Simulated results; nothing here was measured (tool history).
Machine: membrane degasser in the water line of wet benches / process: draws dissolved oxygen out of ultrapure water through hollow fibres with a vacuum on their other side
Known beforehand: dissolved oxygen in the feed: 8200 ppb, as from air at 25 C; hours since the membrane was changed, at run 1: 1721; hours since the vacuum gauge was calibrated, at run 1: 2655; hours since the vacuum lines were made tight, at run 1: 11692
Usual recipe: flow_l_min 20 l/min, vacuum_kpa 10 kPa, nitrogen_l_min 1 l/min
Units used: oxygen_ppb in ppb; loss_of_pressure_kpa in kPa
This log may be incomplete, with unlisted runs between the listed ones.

| run | hour | flow_l_min | vacuum_kpa | nitrogen_l_min | hours since the membrane was changed | hours since the vacuum gauge was calibrated | hours since the vacuum lines were made tight | oxygen_ppb | loss_of_pressure_kpa |
|---|---|---|---|---|---|---|---|---|---|
| 1 | 0 | 20 | 10 | 1 | 1721 | 2655 | 11692 | 320 | 39.72 |
| 2 | 184.9 | 20 | 10 | 0.69 | 1906 | 2840 | 11877 | 423.8 | 39.68 |
| 3 | 376.5 | 20 | 10 | 1 | 2098 | 3032 | 12069 | 317.1 | 39.6 |
| 4 | 656.4 | 20 | 22.2 | 1 | 2378 | 3312 | 12349 | 799.9 | 39.63 |
| 5 | 844.4 | 20 | 22.2 | 1 | 2566 | 3500 | 12537 | 792.6 | 39.73 |
| 6 | 1085.4 | 20 | 22.2 | 1 | 2807 | 3741 | 12778 | 808.6 | 39.46 |
| 7 | 1381.6 | 20 | 10 | 0.88 | 3103 | 4037 | 13074 | 345.7 | 39.52 |
| 8 | 1534.6 | 20 | 10 | 0.88 | 3256 | 4190 | 13227 | 352 | 39.23 |
| 9 | 1691.8 | 20 | 10 | 0.88 | 3413 | 4347 | 13384 | 353.2 | 39.33 |
| 10 | 1931.3 | 20 | 10 | 1 | 3653 | 4587 | 13624 | 318.6 | 39.43 |
| 11 | 2219.3 | 20 | 10 | 1 | 3941 | 4875 | 13912 | 318.6 | 39.43 |
| 12 | 2361.8 | 20 | 11.7 | 1 | 4083 | 5017 | 14054 | 389.1 | 39.33 |
| 13 | 2519 | 16 | 10 | 1 | 4240 | 5174 | 14211 | 254.6 | 31.26 |
| 14 | 2812.1 | 25 | 10.9 | 1 | 4533 | 5467 | 14504 | 444.5 | 49.09 |
|  | 2862.7 | seals of the vacuum lines changed |
| 15 | 2991.1 | 16 | 10 | 1 | 4710 | 5644 | 128 | 251.9 | 31.39 |
| 16 | 3224 | 20 | 17.7 | 0.73 | 4943 | 5877 | 361 | 790.9 | 39.24 |
| 17 | 3350.3 | 20 | 17.7 | 0.82 | 5070 | 6004 | 488 | 735.7 | 39.1 |
| 18 | 3559.7 | 20 | 17.7 | 0.82 | 5279 | 6213 | 697 | 742.6 | 38.64 |
| 19 | 3867.6 | 20 | 18.3 | 1.93 | 5587 | 6521 | 1005 | 368.9 | 38.59 |
| 20 | 4120.6 | 15 | 9.3 | 2.27 | 5840 | 6774 | 1258 | 102.5 | 29.03 |
| 21 | 4377.7 | 17 | 11.8 | 1 | 6097 | 7031 | 1515 | 331.3 | 33 |
| 22 | 4668.7 | 13 | 11.8 | 1 | 6388 | 7322 | 1806 | 256.7 | 24.98 |
| 23 | 4801.8 | 13 | 11.8 | 1 | 6521 | 7455 | 1939 | 255.9 | 25.11 |
| 24 | 4937.9 | 29 | 21.9 | 1.89 | 6657 | 7591 | 2075 | 694.7 | 56.34 |
|  | 5008.3 | vacuum gauge calibrated |
| 25 | 5200 | 20 | 8.5 | 1 | 6919 | 192 | 2337 | 252.8 | 38.96 |
|  | 5284.9 | gauge calibrated |
| 26 | 5486.3 | 20 | 8.5 | 1 | 7205 | 478 | 2623 | 256.2 | 39.51 |

Alternative continuations, all from the tool just after run 26; predict every row:
| A | 5721.6 | 20 | 13.6 | 0.78 | 7440 | 713 | 2858 | ? | ? |
| B | 5721.6 | 20 | 8.5 | 2.02 | 7440 | 713 | 2858 | ? | ? |
| C | 5721.6 | 20 | 18.7 | 1 | 7440 | 713 | 2858 | ? | ? |
| D | 5721.6 | 20 | 6.7 | 1 | 7440 | 713 | 2858 | ? | ? |

| run | oxygen_ppb | loss_of_pressure_kpa |
|---|---|---|
| A | 571.9 | 39.84 |
| B | 148.2 | 39.53 |
| C | 668.6 | 39.59 |
| D | 179.5 | 39.88 |
The same runs, with their run-to-run variation unchanged, on a tool lacking any hidden condition would have given:
| run | oxygen_ppb | loss_of_pressure_kpa |
|---|---|---|
| A | 571.8 | 39.9 |
| B | 148.1 | 39.59 |
| C | 668.4 | 39.65 |
| D | 179.4 | 39.94 |
